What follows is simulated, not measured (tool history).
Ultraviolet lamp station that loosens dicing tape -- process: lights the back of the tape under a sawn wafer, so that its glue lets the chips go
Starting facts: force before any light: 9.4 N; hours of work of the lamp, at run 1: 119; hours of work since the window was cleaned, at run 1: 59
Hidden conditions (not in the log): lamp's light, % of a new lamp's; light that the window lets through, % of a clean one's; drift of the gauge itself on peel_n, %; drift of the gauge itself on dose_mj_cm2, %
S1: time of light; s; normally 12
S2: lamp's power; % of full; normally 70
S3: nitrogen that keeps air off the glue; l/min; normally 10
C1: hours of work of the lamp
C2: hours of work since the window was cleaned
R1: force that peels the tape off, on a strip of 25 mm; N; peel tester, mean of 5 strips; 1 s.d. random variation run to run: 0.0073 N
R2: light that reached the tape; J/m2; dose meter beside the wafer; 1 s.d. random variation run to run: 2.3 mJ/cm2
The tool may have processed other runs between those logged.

{"run": 1, "hour": 0.0, "S1": 12, "S2": 70, "S3": 10, "C1": 119, "C2": 59, "R1": 0.292, "R2": 2140}
{"run": 2, "hour": 13.0, "S1": 12, "S2": 70, "S3": 10, "C1": 126, "C2": 66, "R1": 0.307, "R2": 2170}
{"run": 3, "hour": 29.1, "S1": 12, "S2": 70, "S3": 10, "C1": 135, "C2": 75, "R1": 0.31, "R2": 2130}
{"run": 4, "hour": 45.1, "S1": 7, "S2": 70, "S3": 10, "C1": 143, "C2": 84, "R1": 1.071, "R2": 1230}
{"run": 5, "hour": 60.6, "S1": 7, "S2": 70, "S3": 10, "C1": 152, "C2": 92, "R1": 1.055, "R2": 1250}
{"run": 6, "hour": 78.5, "S1": 7, "S2": 70, "S3": 10, "C1": 162, "C2": 102, "R1": 1.058, "R2": 1260}
{"run": 7, "hour": 89.5, "S1": 10, "S2": 70, "S3": 10, "C1": 168, "C2": 108, "R1": 0.493, "R2": 1740}
{"run": 8, "hour": 101.9, "S1": 10, "S2": 70, "S3": 10, "C1": 174, "C2": 115, "R1": 0.503, "R2": 1770}
{"run": 9, "hour": 116.2, "S1": 10, "S2": 70, "S3": 10, "C1": 182, "C2": 123, "R1": 0.492, "R2": 1740}
{"run": 10, "hour": 134.3, "S1": 10, "S2": 70, "S3": 10, "C1": 192, "C2": 132, "R1": 0.504, "R2": 1760}
{"run": 11, "hour": 148.9, "S1": 10, "S2": 70, "S3": 10, "C1": 200, "C2": 140, "R1": 0.51, "R2": 1710}
{"run": 12, "hour": 164.3, "S1": 10, "S2": 70, "S3": 10, "C1": 208, "C2": 149, "R1": 0.527, "R2": 1710}
{"run": 13, "hour": 174.5, "S1": 10, "S2": 70, "S3": 10, "C1": 214, "C2": 154, "R1": 0.504, "R2": 1730}
{"run": 14, "hour": 185.9, "S1": 14, "S2": 70, "S3": 10, "C1": 220, "C2": 161, "R1": 0.236, "R2": 2440}
{"run": 15, "hour": 195.2, "S1": 14, "S2": 70, "S3": 10, "C1": 225, "C2": 166, "R1": 0.228, "R2": 2410}
{"run": 16, "hour": 207.6, "S1": 14, "S2": 70, "S3": 10, "C1": 232, "C2": 172, "R1": 0.24, "R2": 2400}
{"run": 17, "hour": 229.3, "S1": 14, "S2": 70, "S3": 10, "C1": 244, "C2": 184, "R1": 0.243, "R2": 2380}
{"run": 18, "hour": 245.9, "S1": 12, "S2": 87, "S3": 10, "C1": 253, "C2": 193, "R1": 0.21, "R2": 2530}
{"run": 19, "hour": 260.5, "S1": 10, "S2": 86, "S3": 4, "C1": 261, "C2": 201, "R1": 0.568, "R2": 2060}

What does the tool deliver on the next run?
{"run": 20, "hour": 280.9, "S1": 13, "S2": 70, "S3": 4, "C1": 272, "C2": 212, "R1": "?", "R2": "?"}

Logged for run 20: R1 0.494 N, R2 2150 J/m2.
With no hidden state in the tool, this same run would have given R1 0.365 N, R2 2450 J/m2.
